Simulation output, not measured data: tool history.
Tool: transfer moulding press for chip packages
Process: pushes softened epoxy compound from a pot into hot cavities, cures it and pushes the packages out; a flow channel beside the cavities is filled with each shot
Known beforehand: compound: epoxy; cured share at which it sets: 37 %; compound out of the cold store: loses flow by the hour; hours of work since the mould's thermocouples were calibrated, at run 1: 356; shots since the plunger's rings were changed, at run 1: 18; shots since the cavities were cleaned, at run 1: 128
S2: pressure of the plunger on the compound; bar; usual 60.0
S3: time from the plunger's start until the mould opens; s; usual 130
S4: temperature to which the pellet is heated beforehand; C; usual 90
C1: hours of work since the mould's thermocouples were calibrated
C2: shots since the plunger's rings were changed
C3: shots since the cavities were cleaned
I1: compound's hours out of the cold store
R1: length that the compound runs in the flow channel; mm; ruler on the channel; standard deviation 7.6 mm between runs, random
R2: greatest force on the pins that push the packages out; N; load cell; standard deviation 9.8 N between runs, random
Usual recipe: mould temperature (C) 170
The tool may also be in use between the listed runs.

run 1 hour=0.0 | mould_temperature_(C)=170 S2=60.0 S3=130 S4=90 | C1=356 C2=18 C3=128 | I1=29.8 | R1=905 R2=477
run 2 hour=13.6 | mould_temperature_(C)=170 S2=60.0 S3=130 S4=90 | C1=365 C2=164 C3=274 | I1=33.9 | R1=902 R2=457
run 3 hour=23.6 | mould_temperature_(C)=170 S2=60.0 S3=130 S4=90 | C1=372 C2=271 C3=381 | I1=18.7 | R1=928 R2=476
-- hour=30.7 cavities cleaned with cleaning compound and waxed
run 4 hour=34.1 | mould_temperature_(C)=170 S2=60.0 S3=130 S4=90 | C1=378 C2=367 C3=37 | I1=19.7 | R1=936 R2=471
run 5 hour=50.6 | mould_temperature_(C)=170 S2=60.0 S3=130 S4=90 | C1=390 C2=543 C3=213 | I1=21.0 | R1=926 R2=459
-- hour=58.8 mould's thermocouples calibrated
run 6 hour=62.7 | mould_temperature_(C)=170 S2=60.0 S3=130 S4=99 | C1=3 C2=651 C3=321 | I1=19.0 | R1=930 R2=456
-- hour=75.0 cavities cleaned with cleaning compound and waxed
run 7 hour=75.0 | mould_temperature_(C)=170 S2=60.0 S3=130 S4=99 | C1=10 C2=766 C3=0 | I1=34.3 | R1=914 R2=449
run 8 hour=89.8 | mould_temperature_(C)=170 S2=60.0 S3=130 S4=99 | C1=20 C2=925 C3=159 | I1=21.9 | R1=933 R2=445
run 9 hour=97.9 | mould_temperature_(C)=170 S2=60.0 S3=130 S4=99 | C1=26 C2=1011 C3=245 | I1=8.7 | R1=968 R2=489
run 10 hour=108.2 | mould_temperature_(C)=170 S2=60.0 S3=130 S4=99 | C1=33 C2=1122 C3=356 | I1=39.8 | R1=885 R2=437
-- hour=118.4 cavities cleaned with cleaning compound and waxed
run 11 hour=122.9 | mould_temperature_(C)=170 S2=67.3 S3=130 S4=90 | C1=42 C2=1263 C3=48 | I1=32.8 | R1=958 R2=455
run 12 hour=136.2 | mould_temperature_(C)=170 S2=67.3 S3=130 S4=90 | C1=52 C2=1405 C3=190 | I1=17.8 | R1=982 R2=467
run 13 hour=147.5 | mould_temperature_(C)=170 S2=60.0 S3=130 S4=86 | C1=59 C2=1526 C3=311 | I1=15.2 | R1=930 R2=465
run 14 hour=154.3 | mould_temperature_(C)=170 S2=60.0 S3=130 S4=86 | C1=64 C2=1598 C3=383 | I1=26.1 | R1=926 R2=457
-- hour=160.8 cavities cleaned with cleaning compound and waxed
run 15 hour=168.6 | mould_temperature_(C)=170 S2=60.0 S3=130 S4=86 | C1=73 C2=1735 C3=83 | I1=27.3 | R1=907 R2=459
run 16 hour=184.1 | mould_temperature_(C)=167 S2=47.8 S3=130 S4=90 | C1=84 C2=1901 C3=249 | I1=19.7 | R1=843 R2=539
run 17 hour=192.7 | mould_temperature_(C)=167 S2=47.8 S3=130 S4=90 | C1=90 C2=1993 C3=341 | I1=19.6 | R1=845 R2=537
-- hour=203.1 cavities cleaned with cleaning compound and waxed
run 18 hour=210.6 | mould_temperature_(C)=169 S2=64.2 S3=120 S4=95 | C1=101 C2=2169 C3=81 | I1=15.1 | R1=973 R2=551
run 19 hour=222.7 | mould_temperature_(C)=169 S2=64.2 S3=120 S4=95 | C1=109 C2=2297 C3=209 | I1=16.3 | R1=987 R2=560
run 20 hour=231.3 | mould_temperature_(C)=169 S2=64.2 S3=119 S4=95 | C1=115 C2=2389 C3=301 | I1=25.6 | R1=971 R2=555
run 21 hour=243.4 | mould_temperature_(C)=169 S2=64.2 S3=119 S4=95 | C1=124 C2=2518 C3=430 | I1=22.7 | R1=977 R2=549
-- hour=246.0 cavities cleaned with cleaning compound and waxed
run 22 hour=254.1 | mould_temperature_(C)=163 S2=58.2 S3=118 S4=95 | C1=130 C2=2617 C3=87 | I1=40.7 | R1=893 R2=900
run 23 hour=266.7 | mould_temperature_(C)=170 S2=74.3 S3=151 S4=90 | C1=139 C2=2751 C3=221 | I1=11.4 | R1=1070 R2=408
run 24 hour=274.9 | mould_temperature_(C)=177 S2=74.6 S3=151 S4=85 | C1=145 C2=2840 C3=310 | I1=12.0 | R1=1028 R2=369
-- hour=289.6 cavities cleaned with cleaning compound and waxed
run 25 hour=290.2 | mould_temperature_(C)=177 S2=74.6 S3=151 S4=85 | C1=154 C2=2987 C3=7 | I1=19.8 | R1=998 R2=384
run 26 hour=306.5 | mould_temperature_(C)=177 S2=74.6 S3=151 S4=85 | C1=166 C2=3161 C3=181 | I1=45.1 | R1=954 R2=367
run 27 hour=318.6 | mould_temperature_(C)=167 S2=60.0 S3=130 S4=82 | C1=174 C2=3291 C3=311 | I1=38.9 | R1=900 R2=557
-- hour=332.2 cavities cleaned with cleaning compound and waxed
run 28 hour=334.8 | mould_temperature_(C)=171 S2=60.0 S3=130 S4=97 | C1=184 C2=3448 C3=28 | I1=15.9 | R1=950 R2=458

Below, each run's measurement less what the same run would have read without the hidden state. Both values contain the same run-to-run variation, but the gauge's scatter may not be the same in both:
Hidden conditions of the tool in this case: true mould temperature over the reading, C; pressure that reaches the compound, % of what is set; grip of the stained cavities, % over clean ones'; drift of the gauge itself on flow_mm, %; drift of the gauge itself on push_out_n, %.
run=1 R2=+4
run=2 R2=+6
run=3 R2=+8
run=4 R2=+1
run=5 R2=+5
run=6 R2=+7
run=7 R2=+0
run=8 R2=+4
run=9 R2=+5
run=10 R2=+7
run=11 R2=+2
run=12 R2=+4
run=13 R2=+6
run=14 R2=+7
run=15 R2=+2
run=16 R2=+7
run=17 R2=+8
run=18 R2=+3
run=19 R2=+6
run=20 R2=+7
run=21 R2=+10
run=22 R2=+5
run=23 R2=+4
run=24 R2=+5
run=25 R2=+0
run=26 R2=+4
run=27 R2=+8
run=28 R2=+1
R1 without the hidden state stays within 2 mm of what was measured, in all runs.
